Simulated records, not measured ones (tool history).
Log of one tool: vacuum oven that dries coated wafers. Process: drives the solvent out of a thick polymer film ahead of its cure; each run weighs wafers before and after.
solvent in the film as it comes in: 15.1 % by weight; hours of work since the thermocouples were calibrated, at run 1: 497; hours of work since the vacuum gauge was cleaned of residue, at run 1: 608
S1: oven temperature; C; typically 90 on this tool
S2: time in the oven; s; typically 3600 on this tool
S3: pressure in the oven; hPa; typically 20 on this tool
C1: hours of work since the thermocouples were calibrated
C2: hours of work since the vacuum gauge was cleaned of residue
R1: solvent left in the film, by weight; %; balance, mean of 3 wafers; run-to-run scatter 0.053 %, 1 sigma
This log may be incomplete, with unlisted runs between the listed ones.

| run | hour | S1 | S2 | S3 | C1 | C2 | R1 |
|---|---|---|---|---|---|---|---|
| 1 | 0 | 90 | 3600 | 20 | 497 | 608 | 1.98 |
| 2 | 27.5 | 90 | 3600 | 20 | 514 | 625 | 1.96 |
| 3 | 53.7 | 90 | 3600 | 20 | 531 | 642 | 1.91 |
| 4 | 84.7 | 90 | 3600 | 20 | 550 | 661 | 1.93 |
| 5 | 120.6 | 90 | 3600 | 20 | 573 | 683 | 1.89 |
| 6 | 144.2 | 90 | 3600 | 23.2 | 587 | 698 | 2.09 |
| 7 | 164.7 | 90 | 3600 | 23.2 | 600 | 711 | 2.06 |
| 8 | 208.8 | 90 | 3600 | 23.2 | 628 | 739 | 2.04 |
| 9 | 246.5 | 81 | 3600 | 23.2 | 651 | 762 | 4.51 |
| 10 | 279.5 | 90 | 3600 | 20 | 672 | 783 | 2 |
| 11 | 308.8 | 79 | 3600 | 20 | 690 | 801 | 4.71 |
| 12 | 351.5 | 79 | 3600 | 20 | 717 | 828 | 4.73 |
| 13 | 370.8 | 79 | 3600 | 71.3 | 729 | 840 | 8.05 |
| 14 | 408 | 79 | 3600 | 71.3 | 752 | 863 | 8.03 |
| 15 | 440.4 | 79 | 3600 | 71.3 | 772 | 883 | 8.08 |
| 16 | 460.3 | 90 | 1800 | 20 | 785 | 896 | 4.37 |
| 17 | 488 | 90 | 1800 | 20 | 802 | 913 | 4.28 |
| 18 | 512.9 | 83 | 3600 | 20 | 818 | 928 | 3.6 |
| 19 | 553.9 | 90 | 2400 | 40.9 | 843 | 954 | 4.13 |
| 20 | 587.7 | 90 | 2400 | 40.9 | 864 | 975 | 4.24 |
| 21 | 618.8 | 90 | 2400 | 40.9 | 884 | 995 | 4.09 |
| 22 | 659.3 | 101 | 3600 | 64.3 | 909 | 1020 | 2.55 |
| 23 | 696.5 | 90 | 3600 | 51.7 | 932 | 1043 | 3.6 |

Run 24 is up next; what results do you expect?
| 24 | 717.5 | 90 | 3300 | 15.1 | 945 | 1056 | ? |

R1: 1.99 %
Take away the tool's hidden state, keep the run-to-run variation as it was, and the same run would have given R1 1.6 %.

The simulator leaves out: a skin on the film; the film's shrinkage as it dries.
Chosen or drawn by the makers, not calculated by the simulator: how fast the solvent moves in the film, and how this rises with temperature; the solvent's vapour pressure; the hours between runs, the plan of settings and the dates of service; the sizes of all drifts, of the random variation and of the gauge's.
